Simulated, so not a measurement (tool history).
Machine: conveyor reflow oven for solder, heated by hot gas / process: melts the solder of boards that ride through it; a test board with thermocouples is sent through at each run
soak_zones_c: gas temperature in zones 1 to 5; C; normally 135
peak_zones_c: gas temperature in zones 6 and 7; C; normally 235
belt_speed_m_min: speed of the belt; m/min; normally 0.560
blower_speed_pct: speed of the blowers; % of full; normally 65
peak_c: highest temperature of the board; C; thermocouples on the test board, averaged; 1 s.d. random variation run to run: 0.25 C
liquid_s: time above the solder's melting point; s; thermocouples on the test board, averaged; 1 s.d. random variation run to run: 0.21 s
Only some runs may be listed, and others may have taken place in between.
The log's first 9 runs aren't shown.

| run | day | soak_zones_c | peak_zones_c | belt_speed_m_min | blower_speed_pct | hours of work since the flux was cleaned out | hours of work since the belt drive was overhauled | hours of work since the thermocouples were changed | peak_c | liquid_s |
|---|---|---|---|---|---|---|---|---|---|---|
| 10 | 13.183 | 135 | 235 | 0.560 | 65 | 35 | 267 | 324 | 211.9 | 57.0 |
| 11 | 15.438 | 135 | 235 | 0.560 | 65 | 72 | 304 | 361 | 211.5 | 56.5 |
| 12 | 16.808 | 135 | 235 | 0.560 | 65 | 94 | 326 | 383 | 211.3 | 56.5 |
|  | 18.458 | flux residue cleaned out of gas plates and filters, once more |
| 13 | 18.458 | 135 | 235 | 0.468 | 65 | 0 | 349 | 406 | 222.2 | 82.0 |
| 14 | 19.617 | 135 | 235 | 0.468 | 65 | 19 | 368 | 425 | 222.2 | 82.3 |
| 15 | 21.242 | 135 | 235 | 0.468 | 65 | 45 | 394 | 451 | 221.7 | 81.4 |
| 16 | 22.812 | 135 | 235 | 0.468 | 65 | 70 | 419 | 476 | 221.4 | 81.3 |
| 17 | 24.388 | 135 | 235 | 0.595 | 65 | 96 | 445 | 502 | 213.8 | 56.3 |
| 18 | 25.867 | 142 | 246 | 0.560 | 72 | 120 | 469 | 526 | 228.2 | 74.4 |
| 19 | 27.075 | 142 | 246 | 0.560 | 72 | 139 | 488 | 545 | 228.1 | 74.5 |
| 20 | 28.921 | 142 | 246 | 0.560 | 72 | 169 | 518 | 575 | 227.6 | 74.1 |
| 21 | 31.004 | 144 | 246 | 0.464 | 61 | 202 | 552 | 609 | 230.6 | 92.5 |
|  | 33.125 | flux residue cleaned out of gas plates and filters |
| 22 | 33.333 | 135 | 235 | 0.560 | 62 | 3 | 586 | 643 | 215.5 | 61.2 |
| 23 | 34.417 | 125 | 250 | 0.537 | 76 | 21 | 603 | 660 | 232.4 | 74.4 |
| 24 | 36.317 | 125 | 250 | 0.537 | 76 | 52 | 634 | 691 | 232.2 | 75.0 |
| 25 | 38.292 | 143 | 232 | 0.637 | 65 | 83 | 666 | 723 | 210.0 | 51.8 |
| 26 | 40.262 | 143 | 232 | 0.637 | 65 | 115 | 698 | 755 | 210.1 | 51.3 |
| 27 | 42.554 | 135 | 237 | 0.560 | 69 | 152 | 735 | 792 | 217.1 | 63.8 |
| 28 | 43.783 | 135 | 237 | 0.560 | 69 | 172 | 754 | 811 | 217.1 | 63.2 |
| 29 | 45.675 | 135 | 229 | 0.653 | 76 | 202 | 785 | 842 | 207.1 | 44.5 |
| 30 | 46.883 | 135 | 229 | 0.653 | 76 | 222 | 804 | 861 | 206.9 | 44.2 |
|  | 47.808 | flux residue cleaned out of gas plates and filters |
| 31 | 49.096 | 135 | 248 | 0.658 | 65 | 21 | 837 | 894 | 221.0 | 55.8 |

Branching from run 31: 4 alternative next runs. What would each branch give?
| A | 50.846 | 135 | 248 | 0.658 | 57 | 49 | 865 | 922 | ? | ? |
| B | 50.846 | 132 | 235 | 0.560 | 75 | 49 | 865 | 922 | ? | ? |
| C | 50.846 | 129 | 248 | 0.468 | 54 | 49 | 865 | 922 | ? | ? |
| D | 50.846 | 131 | 235 | 0.560 | 65 | 49 | 865 | 922 | ? | ? |

| run | peak_c | liquid_s |
|---|---|---|
| A | 217.5 | 53.0 |
| B | 217.6 | 63.8 |
| C | 228.7 | 84.2 |
| D | 214.8 | 60.2 |
Without the tool's hidden state the same runs would have given:
| run | peak_c | liquid_s |
|---|---|---|
| A | 220.3 | 54.5 |
| B | 220.7 | 65.5 |
| C | 231.7 | 85.5 |
| D | 217.8 | 62.2 |
